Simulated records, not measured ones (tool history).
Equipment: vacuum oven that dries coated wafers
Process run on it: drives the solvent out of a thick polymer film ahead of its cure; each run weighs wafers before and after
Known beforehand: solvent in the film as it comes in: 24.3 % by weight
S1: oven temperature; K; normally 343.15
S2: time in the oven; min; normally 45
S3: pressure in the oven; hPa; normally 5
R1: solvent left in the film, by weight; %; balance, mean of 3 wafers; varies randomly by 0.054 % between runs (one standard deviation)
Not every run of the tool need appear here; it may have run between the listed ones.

run	hour	S1	S2	S3	R1
1	0	343.15	45	5	2.19
2	41	343.15	27	5	4.15
3	59.2	343.15	27	5	4.17
4	80.8	343.15	35	5	3
5	116.7	343.15	35	5	2.91
6	154.9	343.15	45	5	2.2
7	196.3	343.15	45	5	2.23
8	218.3	343.15	45	5	2.19
9	246.7	343.15	45	5	2.19
10	280.2	343.15	45	5	2.28
11	317.5	343.15	45	18.81	4.75
12	348.9	343.15	45	18.81	4.86
13	390.8	343.15	45	18.81	4.96
14	410.1	343.15	45	18.81	4.83
15	448.3	343.15	45	5	2.25
16	475.8	343.15	45	7.86	2.86
# hour 498.7: oven's thermocouples calibrated
17	501	343.15	45	7.86	3.17
18	529	343.15	45	7.86	3.17
19	547.4	343.15	45	7.86	3.2
20	567.9	343.15	45	7.86	3.2
21	605.5	343.15	45	7.86	3.06
22	628.1	343.15	45	7.86	3.05
23	656.6	343.15	45	3.45	2.32
24	679.1	337.15	45	6.51	4.65
25	706.2	349.15	26	5	2.89
26	726.6	349.15	60	5	1.38
27	760.8	349.15	60	5	1.39
28	801.1	349.15	60	5	1.52
29	827.2	343.15	37	19.79	6.11
30	845.9	343.15	37	19.79	6.13
31	871	343.15	23	19.79	8.25
32	900.2	344.15	33	2.87	3.09
33	928.9	337.15	32	5	6.02
34	964.4	337.15	32	5	6.3
35	985.8	337.15	26	5	7.31
36	1020.7	357.15	33	9.28	1.61
37	1038.7	339.15	29	2.72	5.5
38	1067.2	344.15	79	14.02	3.76
39	1085.8	336.15	45	5	4.82
40	1111.2	334.15	45	4.36	5.48
41	1128.9	332.15	33	8.88	9.23
42	1165.3	332.15	33	8.88	9.43
43	1195.9	357.15	44	8.88	1.5
44	1213	348.15	26	5.15	3.25
45	1236.4	330.15	40	5.15	8.03
46	1275	330.15	40	5.15	8.07

Predict each of these 3 candidate next runs independently; none follows another, all start after run 46:
A	1300.7	329.15	34	5	?
B	1300.7	355.15	40	14.38	?
C	1300.7	337.15	62	15.49	?

run	R1
A	9.49
B	2.54
C	6.14
With no hidden state in the tool, these same runs would have given:
run	R1
A	8.71
B	2.1
C	5.3
